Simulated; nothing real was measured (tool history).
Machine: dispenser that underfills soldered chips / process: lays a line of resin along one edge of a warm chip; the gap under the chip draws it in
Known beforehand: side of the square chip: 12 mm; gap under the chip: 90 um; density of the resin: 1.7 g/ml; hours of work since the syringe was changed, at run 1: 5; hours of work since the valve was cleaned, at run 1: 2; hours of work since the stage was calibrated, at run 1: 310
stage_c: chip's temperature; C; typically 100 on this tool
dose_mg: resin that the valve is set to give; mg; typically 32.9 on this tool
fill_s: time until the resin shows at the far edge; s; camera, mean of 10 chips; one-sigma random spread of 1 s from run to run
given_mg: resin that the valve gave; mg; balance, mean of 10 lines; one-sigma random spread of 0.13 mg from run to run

run     day  stage_c  dose_mg  hours of work since the syringe was changed  hours of work since the valve was cleaned  hours of work since the stage was calibrated  fill_s  given_mg
  1       0      100     32.9                                            5                                          2                                           310   117.3     32.88
       0.05  -- new syringe of resin
      0.383  -- new syringe of resin
  2   0.388      100     32.9                                            0                                          9                                           317    96.5     33.07
  3   0.662      100     32.9                                            5                                         14                                           322   116.1        33
      0.696  -- new syringe of resin
      1.004  -- new syringe of resin
  4   1.017      100     32.9                                            0                                         20                                           328    97.3     32.71
      1.342  -- new syringe of resin
  5   1.388      100     32.9                                            1                                         26                                           334    98.9      32.6
      1.654  -- new syringe of resin
  6   1.771       95     32.9                                            2                                         33                                           340   121.2     32.43
      1.988  -- new syringe of resin
  7   2.208       95     32.9                                            4                                         40                                           348   127.7     32.19
      2.296  -- new syringe of resin
      2.617  -- new syringe of resin
  8   2.662      109     32.9                                            1                                         48                                           356    79.6     32.22
      2.875  -- dispensing valve cleaned and set on the balance
      2.971  -- new syringe of resin
  9   2.971      109     32.9                                            0                                          1                                           360    77.4     32.77
      3.288  -- new syringe of resin
 10     3.3      109     32.9                                            0                                          7                                           366    76.3      32.9
      3.612  -- new syringe of resin
 11   3.638      109     32.9                                            0                                         13                                           372    78.6      32.7
      3.921  -- new syringe of resin
 12   3.921      100     32.9                                            0                                         18                                           376    98.4     32.99
      4.238  -- new syringe of resin
 13   4.338      100     32.9                                            2                                         25                                           383   103.2     32.85
 14   4.533      100       37                                            5                                         28                                           387     113     36.52
      4.571  -- new syringe of resin
      4.904  -- new syringe of resin
 15   4.933      100       37                                            1                                         35                                           394    98.9     36.41
      5.217  -- new syringe of resin
 16   5.304      100     34.2                                            2                                         41                                           400   104.5     33.52
      5.546  -- new syringe of resin
 17   5.683      100     31.3                                            2                                         48                                           407   110.1     30.73
      5.854  -- new syringe of resin
      5.896  -- dispensing valve cleaned and set on the balance
 18   6.138      109     37.7                                            4                                          4                                           414      91     37.59
      6.204  -- new syringe of resin
      6.512  -- new syringe of resin
 19     6.6      113     29.5                                            1                                         12                                           421    74.1      29.3
 20   6.779      113     29.5                                            5                                         15                                           425    84.5     29.27
      6.821  -- new syringe of resin
      7.154  -- new syringe of resin
 21   7.217      111     36.1                                            1                                         23                                           432    74.4     35.71
      7.467  -- new syringe of resin
 22     7.5       99     34.1                                            1                                         27                                           437   101.6     33.68
 23   7.754       94     30.4                                            5                                         32                                           441     137     30.15
      7.783  -- new syringe of resin
      8.112  -- new syringe of resin
 24   8.117       94     30.4                                            0                                         38                                           447   118.5     29.95
 25   8.329       94     30.4                                            4                                         42                                           451     137     29.93
      8.446  -- new syringe of resin
 26   8.658       94     30.4                                            4                                         47                                           457   135.4     29.74
      8.779  -- new syringe of resin
      8.908  -- dispensing valve cleaned and set on the balance
 27   9.042      105       40                                            4                                          2                                           462    94.6     40.04
      9.146  -- new syringe of resin
      9.467  -- new syringe of resin
 28   9.504      108     32.2                                            1                                         10                                           470    83.1        32
      9.779  -- new syringe of resin
 29   9.779      108     32.2                                            0                                         15                                           475    80.1     31.94
 30   9.971      108     38.2                                            3                                         18                                           478    86.1     38.14
     10.121  -- new syringe of resin
 31  10.283      108     38.2                                            3                                         24                                           484    84.7     37.99
      10.45  -- new syringe of resin
 32  10.638       91     30.6                                            3                                         30                                           490   143.7     30.34
     10.767  -- new syringe of resin
 33  11.058      115     32.8                                            5                                         37                                           497    81.5      32.4

Results per run with the tool's hidden condition removed, run-to-run variation unchanged:
Unlogged tool condition in this case: resin's viscosity, % of fresh resin's; dose that the valve gives, % of what is set; true chip temperature over the reading, C; drift of the gauge itself on fill_s, %; drift of the gauge itself on given_mg, %.
run  fill_s  given_mg
  1    96.9     32.82
  2    95.1      33.1
  3    96.6      33.1
  4    95.8     32.89
  5      94     32.88
  6   108.7      32.8
  7   108.8     32.67
  8    76.5      32.8
  9    75.6     32.74
 10    74.9     32.96
 11    75.9     32.85
 12    95.4      33.2
 13    95.5     33.16
 14    92.9     36.93
 15    94.7     36.94
 16      97     34.09
 17    97.2     31.35
 18      75      37.7
 19    68.6     29.49
 20    69.8     29.49
 21    69.1     36.09
 22    97.6     34.13
 23   112.5     30.61
 24     114     30.48
 25   115.4     30.51
 26   115.5     30.39
 27    80.8     40.09
 28    79.5     32.14
 29      78     32.15
 30    74.8     38.45
 31    75.3     38.39
 32   123.6     30.74
 33    64.3     32.93
